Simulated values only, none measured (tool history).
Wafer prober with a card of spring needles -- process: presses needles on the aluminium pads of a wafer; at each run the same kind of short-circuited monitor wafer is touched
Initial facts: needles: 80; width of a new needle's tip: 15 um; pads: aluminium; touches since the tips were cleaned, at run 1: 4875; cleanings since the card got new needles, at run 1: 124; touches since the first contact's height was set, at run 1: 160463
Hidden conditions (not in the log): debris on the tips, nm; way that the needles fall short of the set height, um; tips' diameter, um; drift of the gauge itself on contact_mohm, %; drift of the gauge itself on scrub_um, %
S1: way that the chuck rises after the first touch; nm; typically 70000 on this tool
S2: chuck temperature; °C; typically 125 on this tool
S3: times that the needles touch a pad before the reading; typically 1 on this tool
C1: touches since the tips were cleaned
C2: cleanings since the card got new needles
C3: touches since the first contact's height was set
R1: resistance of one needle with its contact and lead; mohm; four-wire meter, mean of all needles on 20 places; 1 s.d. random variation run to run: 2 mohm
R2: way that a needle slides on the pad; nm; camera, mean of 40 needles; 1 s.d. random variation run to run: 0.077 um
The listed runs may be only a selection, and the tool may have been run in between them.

Run 1, hour 0: usual settings; C1 4875; C2 124; C3 160463. Result: R1 331 mohm, R2 8790 nm.
At hour 2.7: tips cleaned on abrasive film.
At hour 9.5: height of the first contact set anew.
At hour 17.8: tips cleaned on abrasive film.
Run 2, hour 29.5: usual settings but S1 77000 nm; C1 4349; C2 126; C3 7410. Result: R1 324 mohm, R2 9660 nm.
At hour 32: tips cleaned on abrasive film.
At hour 45.6: tips cleaned on abrasive film.
Run 3, hour 52.5: usual settings but S1 77000 nm; C1 2585; C2 128; C3 15889. Result: R1 294 mohm, R2 9450 nm.
At hour 62.3: tips cleaned on abrasive film.
At hour 78.3: tips cleaned on abrasive film.
Run 4, hour 90.7: usual settings; C1 4606; C2 130; C3 29997. Result: R1 344 mohm, R2 8490 nm.
At hour 93.6: tips cleaned on abrasive film.
At hour 108.6: tips cleaned on abrasive film.
Run 5, hour 114.1: usual settings; C1 2030; C2 132; C3 38621. Result: R1 296 mohm, R2 8550 nm.
At hour 125.4: tips cleaned on abrasive film.
At hour 140.9: tips cleaned on abrasive film.
At hour 157.6: tips cleaned on abrasive film.
Run 6, hour 163.6: usual settings; C1 2222; C2 135; C3 56918. Result: R1 298 mohm, R2 8480 nm.
At hour 172.4: tips cleaned on abrasive film.
At hour 187.1: tips cleaned on abrasive film.
Run 7, hour 197.4: usual settings but S3 3; C1 3838; C2 137; C3 69426. Result: R1 268 mohm, R2 8340 nm.
At hour 202.6: tips cleaned on abrasive film.
At hour 217.4: tips cleaned on abrasive film.
Run 8, hour 225.2: usual settings but S3 3; C1 2914; C2 139; C3 79706. Result: R1 261 mohm, R2 8390 nm.
At hour 232.1: tips cleaned on abrasive film.
At hour 247.1: tips cleaned on abrasive film.
At hour 262.2: tips cleaned on abrasive film.
Run 9, hour 269.2: usual settings but S3 3; C1 2624; C2 142; C3 95957. Result: R1 254 mohm, R2 8350 nm.
At hour 276.1: tips cleaned on abrasive film.
At hour 279.8: height of the first contact set anew, once more.
At hour 293.1: tips cleaned on abrasive film.
At hour 306.8: tips cleaned on abrasive film.
Run 10, hour 306.8: usual settings; C1 0; C2 145; C3 10002. Result: R1 230 mohm, R2 9250 nm.
At hour 321.5: tips cleaned on abrasive film.
At hour 337.4: tips cleaned on abrasive film.
Run 11, hour 337.4: usual settings; C1 0; C2 147; C3 21280. Result: R1 227 mohm, R2 9150 nm.
At hour 353.5: tips cleaned on abrasive film.
At hour 367.3: tips cleaned on abrasive film.
Run 12, hour 380.2: usual settings; C1 4802; C2 149; C3 37128. Result: R1 341 mohm, R2 9210 nm.
At hour 383.7: tips cleaned on abrasive film.
At hour 399.9: tips cleaned on abrasive film.
At hour 415.1: tips cleaned on abrasive film.
At hour 429.5: tips cleaned on abrasive film.
Run 13, hour 429.5: usual settings; C1 0; C2 153; C3 55324. Result: R1 231 mohm, R2 9190 nm.
At hour 443.1: tips cleaned on abrasive film.
At hour 459.4: tips cleaned on abrasive film.
Run 14, hour 466.1: usual settings but S2 62 °C; C1 2509; C2 155; C3 68873. Result: R1 312 mohm, R2 8980 nm.
At hour 476.1: tips cleaned on abrasive film.
At hour 492.3: tips cleaned on abrasive film.
Run 15, hour 499.7: usual settings but S2 43 °C, S3 2; C1 2733; C2 157; C3 81269. Result: R1 263 mohm, R2 9070 nm.
At hour 508.9: tips cleaned on abrasive film.
At hour 522.5: tips cleaned on abrasive film.
At hour 538.5: tips cleaned on abrasive film.
Run 16, hour 542.3: usual settings but S1 51000 nm, S2 119 °C, S3 2; C1 1405; C2 160; C3 97005. Result: R1 295 mohm, R2 6510 nm.
At hour 554.7: tips cleaned on abrasive film.
Run 17, hour 562.7: usual settings but S1 51000 nm, S2 119 °C, S3 2; C1 2979; C2 161; C3 104551. Result: R1 325 mohm, R2 6590 nm.
At hour 571.3: tips cleaned on abrasive film.
At hour 585.9: tips cleaned on abrasive film.
Run 18, hour 597.9: usual settings but S1 51000 nm, S2 119 °C, S3 2; C1 4482; C2 163; C3 117582. Result: R1 385 mohm, R2 6570 nm.
At hour 600.9: tips cleaned on abrasive film.
At hour 616.5: tips cleaned on abrasive film.
At hour 632.9: tips cleaned on abrasive film.
Run 19, hour 633: usual settings but S1 65000 nm, S2 25 °C; C1 8; C2 166; C3 130498. Result: R1 211 mohm, R2 8370 nm.
At hour 649.2: tips cleaned on abrasive film.
At hour 664: tips cleaned on abrasive film.
Run 20, hour 669.1: usual settings; C1 1885; C2 168; C3 143858. Result: R1 297 mohm, R2 8870 nm.
At hour 678: tips cleaned on abrasive film.
At hour 693.4: tips cleaned on abrasive film.
At hour 707: tips cleaned on abrasive film.
Run 21, hour 708.9: usual settings but S1 71000 nm; C1 725; C2 171; C3 158569. Result: R1 253 mohm, R2 9060 nm.
At hour 722.3: tips cleaned on abrasive film.
At hour 722.6: height of the first contact set anew.
At hour 737.8: tips cleaned on abrasive film.
Run 22, hour 737.8: usual settings but S1 86000 nm, S2 87 °C, S3 2; C1 0; C2 173; C3 5616. Result: R1 208 mohm, R2 11500 nm.
At hour 751.5: tips cleaned on abrasive film.
At hour 766.7: tips cleaned on abrasive film.
Run 23, hour 769.8: usual settings but S1 86000 nm, S2 42 °C; C1 1162; C2 175; C3 17434. Result: R1 235 mohm, R2 11400 nm.
At hour 782.9: tips cleaned on abrasive film.
At hour 797.6: tips cleaned on abrasive film.
Run 24, hour 797.6: usual settings but S1 71000 nm, S2 60 °C, S3 2; C1 0; C2 177; C3 27680. Result: R1 208 mohm, R2 9310 nm.
At hour 813.7: tips cleaned on abrasive film.
At hour 827.2: tips cleaned on abrasive film.
Run 25, hour 827.4: usual settings but S1 71000 nm, S2 60 °C, S3 2; C1 40; C2 179; C3 38683. Result: R1 209 mohm, R2 9470 nm.
At hour 841: tips cleaned on abrasive film.
At hour 855.7: tips cleaned on abrasive film.
Run 26, hour 865.4: usual settings but S1 76000 nm, S2 86 °C, S3 2; C1 3626; C2 181; C3 52757. Result: R1 269 mohm, R2 9850 nm.
At hour 870.9: tips cleaned on abrasive film.
At hour 885.2: tips cleaned on abrasive film.
At hour 900.3: tips cleaned on abrasive film.
Run 27, hour 911.8: usual settings but S1 69000 nm, S2 86 °C, S3 2; C1 4286; C2 184; C3 69912. Result: R1 290 mohm, R2 8910 nm.
At hour 915.3: tips cleaned on abrasive film.
At hour 930.9: tips cleaned on abrasive film.
At hour 945.4: tips cleaned on abrasive film.
Run 28, hour 957.1: usual settings but S1 69000 nm, S2 86 °C, S3 2; C1 4354; C2 187; C3 86635. Result: R1 301 mohm, R2 9040 nm.

Alternative continuations, all from the tool just after run 28; predict every row:
At hour 959.9: tips cleaned on abrasive film.
At hour 975.6: tips cleaned on abrasive film.
Run A, hour 981.4: usual settings but S1 66000 nm, S2 26 °C, S3 2; C1 2161; C2 189; C3 95605. Result: R1 ?, R2 ?.
At hour 959.9: tips cleaned on abrasive film.
At hour 975.6: tips cleaned on abrasive film.
Run B, hour 981.4: usual settings but S1 85000 nm, S2 86 °C, S3 2; C1 2161; C2 189; C3 95605. Result: R1 ?, R2 ?.
At hour 959.9: tips cleaned on abrasive film.
At hour 975.6: tips cleaned on abrasive film.
Run C, hour 981.4: usual settings but S1 79000 nm, S2 25 °C, S3 2; C1 2161; C2 189; C3 95605. Result: R1 ?, R2 ?.
At hour 959.9: tips cleaned on abrasive film.
At hour 975.6: tips cleaned on abrasive film.
Run D, hour 981.4: usual settings but S1 69000 nm, S2 41 °C, S3 2; C1 2161; C2 189; C3 95605. Result: R1 ?, R2 ?.
At hour 959.9: tips cleaned on abrasive film.
At hour 975.6: tips cleaned on abrasive film.
Run E, hour 981.4: usual settings but S1 69000 nm, S2 86 °C, S3 2; C1 2161; C2 189; C3 95605. Result: R1 ?, R2 ?.

run   R1     R2
  A  261   8500
  B  244  10930
  C  238  10240
  D  258   8800
  E  263   8890
Without the tool's hidden state the same runs would have given:
run   R1     R2
  A  190   8760
  B  202  11200
  C  187  10510
  D  194   9060
  E  202   9150

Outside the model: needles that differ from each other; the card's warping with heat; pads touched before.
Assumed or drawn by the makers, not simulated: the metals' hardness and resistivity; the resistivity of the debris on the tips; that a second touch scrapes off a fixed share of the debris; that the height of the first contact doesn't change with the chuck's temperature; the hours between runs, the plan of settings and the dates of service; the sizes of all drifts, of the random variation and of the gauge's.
